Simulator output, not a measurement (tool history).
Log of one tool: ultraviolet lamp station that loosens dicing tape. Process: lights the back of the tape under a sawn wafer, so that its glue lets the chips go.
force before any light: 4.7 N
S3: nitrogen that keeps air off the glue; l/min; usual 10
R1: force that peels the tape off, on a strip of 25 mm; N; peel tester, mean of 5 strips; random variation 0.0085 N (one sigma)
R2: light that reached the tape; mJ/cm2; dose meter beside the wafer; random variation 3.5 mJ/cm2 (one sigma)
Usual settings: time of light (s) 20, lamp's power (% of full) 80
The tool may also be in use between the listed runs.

Run 1, hour 0: usual settings. Result: R1 0.586 N, R2 457 mJ/cm2.
Run 2, hour 17.4: usual settings but lamp's power (% of full) 97. Result: R1 0.393 N, R2 557 mJ/cm2.
Run 3, hour 41: usual settings but lamp's power (% of full) 97. Result: R1 0.411 N, R2 545 mJ/cm2.
Run 4, hour 65.1: usual settings but S3 3 l/min. Result: R1 1.268 N, R2 444 mJ/cm2.
Run 5, hour 86.5: usual settings. Result: R1 0.642 N, R2 440 mJ/cm2.
Run 6, hour 116.7: usual settings. Result: R1 0.679 N, R2 424 mJ/cm2.
Run 7, hour 141.1: usual settings but time of light (s) 31, lamp's power (% of full) 67, S3 19 l/min. Result: R1 0.26 N, R2 550 mJ/cm2.
Run 8, hour 161.3: usual settings but time of light (s) 35, lamp's power (% of full) 67, S3 15 l/min. Result: R1 0.222 N, R2 614 mJ/cm2.
At hour 171.1: window cleaned of glue's vapour.
Run 9, hour 182.5: usual settings but time of light (s) 35, lamp's power (% of full) 67, S3 15 l/min. Result: R1 0.146 N, R2 724 mJ/cm2.

Forecast run 10:
Run 10, hour 209.7: usual settings but time of light (s) 35, lamp's power (% of full) 60, S3 14 l/min. Result: R1 ?, R2 ?.

R1: 0.212 N
R2: 647 mJ/cm2
Without the tool's hidden state the same run would have given R1 0.138 N, R2 773 mJ/cm2.
